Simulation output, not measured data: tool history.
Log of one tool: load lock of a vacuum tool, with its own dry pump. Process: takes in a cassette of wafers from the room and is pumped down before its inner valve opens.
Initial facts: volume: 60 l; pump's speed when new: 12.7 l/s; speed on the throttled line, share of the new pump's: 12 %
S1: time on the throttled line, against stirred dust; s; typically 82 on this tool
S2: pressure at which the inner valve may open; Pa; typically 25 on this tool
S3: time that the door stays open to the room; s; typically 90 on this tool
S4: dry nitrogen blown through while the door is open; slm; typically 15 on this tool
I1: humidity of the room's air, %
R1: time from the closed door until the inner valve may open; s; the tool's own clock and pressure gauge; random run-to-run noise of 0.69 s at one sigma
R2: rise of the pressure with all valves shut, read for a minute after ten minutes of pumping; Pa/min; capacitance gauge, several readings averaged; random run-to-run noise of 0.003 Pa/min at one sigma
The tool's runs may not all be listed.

Run 1, day 0.000: usual settings; I1 45.9. Result: R1 113.4 s, R2 0.040 Pa/min.
Run 2, day 8.812: usual settings; I1 42.3. Result: R1 113.3 s, R2 0.035 Pa/min.
Run 3, day 15.221: usual settings but S3 39 s; I1 42.3. Result: R1 115.5 s, R2 0.030 Pa/min.
Run 4, day 22.688: usual settings but S3 39 s; I1 44.5. Result: R1 115.5 s, R2 0.042 Pa/min.
Run 5, day 30.517: usual settings but S3 39 s; I1 45.7. Result: R1 113.3 s, R2 0.037 Pa/min.
Run 6, day 38.100: usual settings; I1 43.0. Result: R1 115.2 s, R2 0.033 Pa/min.
Run 7, day 44.704: usual settings but S3 141 s; I1 47.4. Result: R1 113.8 s, R2 0.048 Pa/min.
Run 8, day 49.917: usual settings but S3 141 s; I1 46.6. Result: R1 115.3 s, R2 0.047 Pa/min.
Run 9, day 56.750: usual settings but S3 141 s; I1 49.0. Result: R1 114.9 s, R2 0.050 Pa/min.
Run 10, day 61.629: usual settings but S3 141 s; I1 41.7. Result: R1 115.5 s, R2 0.045 Pa/min.

What will run 11 give?
Run 11, day 68.988: usual settings but S3 141 s; I1 43.6. Result: R1 ?, R2 ?.

R1: 116.4 s
R2: 0.051 Pa/min
Without the tool's hidden state the same run would have given R1 112.8 s, R2 0.021 Pa/min.
